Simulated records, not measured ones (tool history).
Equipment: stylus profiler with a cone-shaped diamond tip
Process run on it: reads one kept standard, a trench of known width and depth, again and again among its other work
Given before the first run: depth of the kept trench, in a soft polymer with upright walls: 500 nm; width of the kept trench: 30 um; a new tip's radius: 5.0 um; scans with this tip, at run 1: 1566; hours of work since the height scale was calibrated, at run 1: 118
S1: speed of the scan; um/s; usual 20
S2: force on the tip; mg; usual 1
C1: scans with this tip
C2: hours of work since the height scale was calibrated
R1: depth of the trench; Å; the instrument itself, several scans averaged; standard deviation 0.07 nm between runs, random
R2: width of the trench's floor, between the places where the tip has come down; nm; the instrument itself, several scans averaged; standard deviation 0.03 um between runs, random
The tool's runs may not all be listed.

run,day,S1,S2,C1,C2,R1,R2
1,0,20,1,1566,118,5015.3,25220
2,1.421,20,1.06,1906,144,5015.4,25110
3,3.346,53,1,2369,179,5015.3,24780
4,4.8,53,1,2718,205,5016.1,24730
5,6.567,53,1,3142,237,5016.8,24570
6,7.5,53,1,3366,254,5017.2,24570
7,8.458,23,1,3597,271,5017,24800
8,9.496,23,1,3845,290,5017.2,24800
9,10.492,23,1,4084,308,5015.8,24740
10,11.496,23,1,4326,326,5016.5,24660
11,12.292,23,1,4516,341,5016,24680
12,13.312,65,1,4762,359,5016.7,24230
13,14.15,65,1,4962,375,5017.4,24200
14,15.879,65,1,5378,406,5017,24090
15,17.075,65,1,5664,427,5017.4,24030
16,19.025,65,1,6132,463,5017.7,23970
17,20.971,65,1,6600,498,5017.3,23960
18,21.842,20,1,6808,514,5017.4,24330
19,22.721,63,1,7020,530,5019.3,23860
20,23.65,63,1,7243,547,5019.4,23840
21,25.375,63,1,7657,578,5018.9,23830
22,27.138,34,2.24,8080,610,5030.9,24050
23,28.746,40,0.5,8466,639,5013.6,23690
24,29.704,40,0.5,8696,656,5012.9,23680
25,31.633,8,1,9159,691,5019.5,24020
26,33.488,31,0.72,9604,725,5015.5,23680
27,34.871,31,0.72,9937,750,5017.6,23650
28,35.95,72,0.72,10195,769,5017.3,23200
29,37.421,72,0.72,10549,796,5016.8,23100
30,39.054,56,0.76,10941,826,5017,23200
31,40.988,32,1.09,11405,861,5022.7,23540
32,42.767,32,2.78,11832,893,5036.8,23500
33,44.512,32,2.78,12251,925,5036.9,23470
34,45.325,12,2.91,12446,939,5038.4,23560
35,47.096,12,0.92,12871,971,5022.6,23420
36,48.158,47,0.54,13126,991,5015.3,22910
# day 48.921: height scale calibrated on a step standard
37,49.138,29,0.44,13356,4,5006.6,23110
38,50.3,29,0.44,13635,25,5007.1,23120
39,51.1,29,0.44,13827,39,5006.7,22970
40,52.683,32,0.54,14208,68,5008.3,22970
41,54.196,32,0.54,14571,96,5007.8,22960

Consider 4 possible next runs. They are alternatives, not a sequence: every one starts from the tool as it was left by run 41. What does each give?
A,55.662,32,1.71,14923,122,?,?
B,55.662,21,1,14923,122,?,?
C,55.662,56,0.56,14923,122,?,?
D,55.662,7,0.39,14923,122,?,?

run,R1,R2
A,5021.2,23100
B,5014.1,23100
C,5010.4,22600
D,5007.5,23190
The same runs, with their run-to-run variation unchanged, on a tool lacking any hidden condition would have given:
run,R1,R2
A,5022.8,25440
B,5015.6,25450
C,5012,24950
D,5009,25540

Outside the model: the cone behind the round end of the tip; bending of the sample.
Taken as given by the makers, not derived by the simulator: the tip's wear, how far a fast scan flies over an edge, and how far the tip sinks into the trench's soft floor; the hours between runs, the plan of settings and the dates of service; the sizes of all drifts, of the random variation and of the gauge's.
